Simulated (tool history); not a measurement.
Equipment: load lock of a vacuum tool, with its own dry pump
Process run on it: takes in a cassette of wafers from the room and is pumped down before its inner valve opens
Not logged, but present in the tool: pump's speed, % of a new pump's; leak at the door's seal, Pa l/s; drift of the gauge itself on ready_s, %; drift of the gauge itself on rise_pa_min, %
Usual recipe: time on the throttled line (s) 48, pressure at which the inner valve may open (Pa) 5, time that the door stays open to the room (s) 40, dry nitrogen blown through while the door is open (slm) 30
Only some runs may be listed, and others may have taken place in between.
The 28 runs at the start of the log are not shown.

| run | hour | time on the throttled line (s) | pressure at which the inner valve may open (Pa) | time that the door stays open to the room (s) | dry nitrogen blown through while the door is open (slm) | hours that the pump has run since its overhaul | times that the door has closed on its seal | incoming humidity of the room's air, % | time from the closed door until the inner valve may open (s) | rise of the pressure with all valves shut (Pa/min) |
|---|---|---|---|---|---|---|---|---|---|---|
| 29 | 2491.9 | 82 | 10 | 54 | 16 | 5529 | 16753 | 41.5 | 119 | 0.322 |
| 30 | 2611.5 | 82 | 10 | 54 | 16 | 5648 | 17311 | 47.6 | 118.9 | 0.346 |
| 31 | 2711.2 | 82 | 10 | 54 | 16 | 5748 | 17776 | 47.5 | 119.1 | 0.358 |
| 32 | 2802.4 | 82 | 10 | 54 | 6 | 5839 | 18202 | 43.3 | 119 | 0.376 |
| 33 | 2890 | 82 | 8 | 33 | 6 | 5927 | 18611 | 47.3 | 119 | 0.38 |
| 34 | 2956.1 | 45 | 4 | 131 | 30 | 5993 | 18919 | 47.3 | 97 | 0.412 |
| 35 | 3058.6 | 45 | 4 | 131 | 30 | 6095 | 19398 | 42.4 | 96.8 | 0.419 |
| 36 | 3186.2 | 28 | 4 | 48 | 30 | 6223 | 19993 | 44.1 | 83.7 | 0.413 |
| 37 | 3314.9 | 32 | 4 | 40 | 30 | 6352 | 20594 | 44.7 | 86.3 | 0.427 |

Consider 3 possible next runs. They are alternatives, not a sequence: every one starts from the tool as it was left by run 37. What does each give?
| A | 3406.8 | 27 | 7 | 40 | 30 | 6444 | 21023 | 49.1 | ? | ? |
| B | 3406.8 | 32 | 5 | 48 | 30 | 6444 | 21023 | 44 | ? | ? |
| C | 3406.8 | 48 | 9 | 40 | 30 | 6444 | 21023 | 44.9 | ? | ? |

| run | time from the closed door until the inner valve may open (s) | rise of the pressure with all valves shut (Pa/min) |
|---|---|---|
| A | 77.9 | 0.443 |
| B | 85 | 0.446 |
| C | 93.9 | 0.431 |
What these runs would have given with no unlogged condition in the tool:
| run | time from the closed door until the inner valve may open (s) | rise of the pressure with all valves shut (Pa/min) |
|---|---|---|
| A | 75 | 0.029 |
| B | 81.9 | 0.03 |
| C | 91.3 | 0.025 |
